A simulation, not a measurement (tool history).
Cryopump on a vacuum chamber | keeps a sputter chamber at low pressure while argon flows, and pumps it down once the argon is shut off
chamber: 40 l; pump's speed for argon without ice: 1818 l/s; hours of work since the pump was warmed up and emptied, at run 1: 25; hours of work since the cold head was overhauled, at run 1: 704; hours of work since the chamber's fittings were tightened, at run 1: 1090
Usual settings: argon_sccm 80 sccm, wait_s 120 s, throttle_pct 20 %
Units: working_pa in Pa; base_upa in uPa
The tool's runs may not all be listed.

run     day  argon_sccm  wait_s  throttle_pct  hours of work since the pump was warmed up and emptied  hours of work since the cold head was overhauled  hours of work since the chamber's fittings were tightened  working_pa  base_upa
  1   0.000          80     120            20                                                      25                                               704                                                       1090      0.3745      0.74
  2   0.746          80     120            20                                                      40                                               719                                                       1105      0.3727      0.74
  3   1.508          80     120            20                                                      56                                               735                                                       1121      0.3744      0.76
  4   2.225          80     120            20                                                      71                                               750                                                       1136      0.3751      0.80
  5   2.796          80     120            20                                                      83                                               762                                                       1148      0.3738      0.73
  6   3.258          80     215            20                                                      93                                               772                                                       1158      0.3750      0.56
  7   4.138         149     120            20                                                     111                                               790                                                       1176      0.7011      0.76
  8   4.967          80     240            20                                                     129                                               808                                                       1194      0.3778      0.61
  9   5.783          80     240            20                                                     146                                               825                                                       1211      0.3786      0.62
 10   6.183          80     240            20                                                     154                                               833                                                       1219      0.3792      0.58
 11   6.708          33     129            40                                                     165                                               844                                                       1230      0.0797      0.72
 12   7.571         143     120            18                                                     183                                               862                                                       1248      0.7550      0.79
 13   8.304         103      26            29                                                     198                                               878                                                       1264      0.3406      2.18
 14   9.096         103      26            29                                                     215                                               894                                                       1280      0.3421      2.16
 15   9.562          72     124            30                                                     225                                               904                                                       1290      0.2315      0.81
 16  10.308          80     190            23                                                     240                                               920                                                       1306      0.3349      0.68
 17  10.675          80     190            23                                                     248                                               927                                                       1313      0.3337      0.68
 18  11.162          42     173            20                                                     258                                               938                                                       1324      0.2010      0.69

Hidden state or all else? Some run-to-run changes of working_pa, split into what the settings, what came in and random variation would give without the hidden state, and what is left for the hidden state (with any gauge scatter that isn't in both results):
The hidden state here: pump's speed, % of a pump's without ice; cold plate's temperature, K; leak into the chamber, uPa l/s; drift of the gauge itself on working_pa, %; drift of the gauge itself on base_upa, %.
Run 11 -> 12: argon_sccm 33 -> 143, wait_s 129 -> 120, throttle_pct 40 -> 18. working_pa +0.6753 Pa: hidden state +0.0107, all else +0.6646.

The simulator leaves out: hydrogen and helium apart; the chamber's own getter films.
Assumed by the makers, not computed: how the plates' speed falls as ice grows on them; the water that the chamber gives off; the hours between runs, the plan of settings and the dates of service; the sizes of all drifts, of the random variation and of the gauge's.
